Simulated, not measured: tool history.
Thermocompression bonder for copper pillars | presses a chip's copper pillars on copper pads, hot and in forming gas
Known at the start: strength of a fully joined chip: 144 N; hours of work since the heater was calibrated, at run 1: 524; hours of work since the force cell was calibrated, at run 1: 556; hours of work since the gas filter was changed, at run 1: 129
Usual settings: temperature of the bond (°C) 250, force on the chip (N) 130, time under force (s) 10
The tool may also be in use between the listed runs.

run    hour  temperature of the bond (°C)  force on the chip (N)  time under force (s)  hours of work since the heater was calibrated  hours of work since the force cell was calibrated  hours of work since the gas filter was changed  force that shears a chip off (N)
  1       0                           250                    130                    10                                            524                                                556                                             129                              52.8
        5.4  -- forming gas filter changed
       45.2  -- heater calibrated with a thermocouple chip
  2    87.6                           250                    130                    10                                             32                                                621                                              60                              58.5
  3   179.7                           250                    130                    10                                            102                                                690                                             130                              56.2
      184.9  -- forming gas filter changed
  4   229.7                           278                    130                    10                                            139                                                728                                              34                              88.3
  5   291.8                           278                     80                    10                                            186                                                774                                              81                              67.9
      360.2  -- force cell calibrated
      368.7  -- forming gas filter changed
  6   396.3                           278                     80                    21                                            263                                                 27                                              21                              87.7
  7   494.8                           278                     80                    21                                            337                                                101                                              95                              84.5
      544.9  -- forming gas filter changed
  8   552.5                           250                    130                    12                                            381                                                144                                               6                              67.8
  9   608.9                           250                    130                    12                                            423                                                187                                              48                              66.6
      635.1  -- heater calibrated with a thermocouple chip, once more
 10   675.7                           250                    120                    10                                             31                                                236                                              97                              48.1
      722.3  -- forming gas filter changed
 11   775.3                           250                    120                    10                                            105                                                311                                              40                              51.1
 12   855.3                           250                     88                    10                                            166                                                371                                             100                              40.4
      898.4  -- forming gas filter changed
 13   898.4                           250                     88                    10                                            198                                                403                                               0                              44.4
 14   957.2                           250                     88                    10                                            242                                                447                                              44                                44
 15  1027.4                           250                     88                    10                                            295                                                500                                              97                                43
     1081.6  -- forming gas filter changed
 16    1094                           250                     88                    10                                            345                                                550                                               9                                46
 17  1159.2                           250                    136                     5                                            394                                                600                                              59                              45.3
 18  1231.5                           250                    158                     8                                            449                                                654                                             113                              57.7
       1259  -- forming gas filter changed
 19  1315.4                           250                     87                    24                                            512                                                717                                              43                              65.2
     1371.4  -- heater calibrated with a thermocouple chip
 20  1403.1                           250                     87                    24                                             24                                                782                                             107                              55.8
     1442.7  -- forming gas filter changed
     1460.4  -- force cell calibrated
 21  1499.2                           250                     87                    24                                             95                                                 29                                              41                              56.8
 22  1576.5                           250                     87                    24                                            153                                                 88                                             100                              55.3
     1622.9  -- forming gas filter changed
 23  1649.1                           250                     87                    24                                            208                                                142                                              20                              59.4
 24  1707.8                           238                     86                    17                                            252                                                186                                              64                              41.4
 25  1783.9                           273                    117                    16                                            309                                                244                                             122                              78.9
     1800.1  -- forming gas filter changed
 26  1847.7                           273                    117                    16                                            357                                                291                                              36                              85.7
 27  1908.3                           273                    117                    16                                            403                                                337                                              82                              82.6
     1975.8  -- forming gas filter changed
 28  1985.1                           229                    161                     6                                            460                                                395                                               7                                38
 29  2063.6                           250                    187                    11                                            520                                                454                                              66                              72.1
     2106.8  -- heater calibrated with a thermocouple chip
 30  2138.2                           250                    187                    11                                             24                                                509                                             121                              63.1
       2155  -- forming gas filter changed
 31  2240.6                           250                    189                    29                                            101                                                586                                              65                              91.7
 32    2315                           228                    104                    14                                            157                                                642                                             121                              34.2

5 ways to go on from here, each from the tool as it stands after run 32. What would each give?
     2336.2  -- forming gas filter changed
  A  2357.7                           263                    175                    10                                            189                                                674                                              16                                 ?
     2336.2  -- forming gas filter changed
  B  2357.7                           250                    112                    10                                            189                                                674                                              16                                 ?
     2336.2  -- forming gas filter changed
  C  2357.7                           248                    104                    13                                            189                                                674                                              16                                 ?
     2336.2  -- forming gas filter changed
  D  2357.7                           255                    104                    14                                            189                                                674                                              16                                 ?
     2336.2  -- forming gas filter changed
  E  2357.7                           250                    192                    26                                            189                                                674                                              16                                 ?

run  force that shears a chip off (N)
  A                              80.5
  B                              50.9
  C                              51.8
  D                              60.5
  E                              94.7
Without the tool's hidden state the same runs would have given:
run  force that shears a chip off (N)
  A                              76.1
  B                              47.3
  C                              48.1
  D                              56.4
  E                              90.2
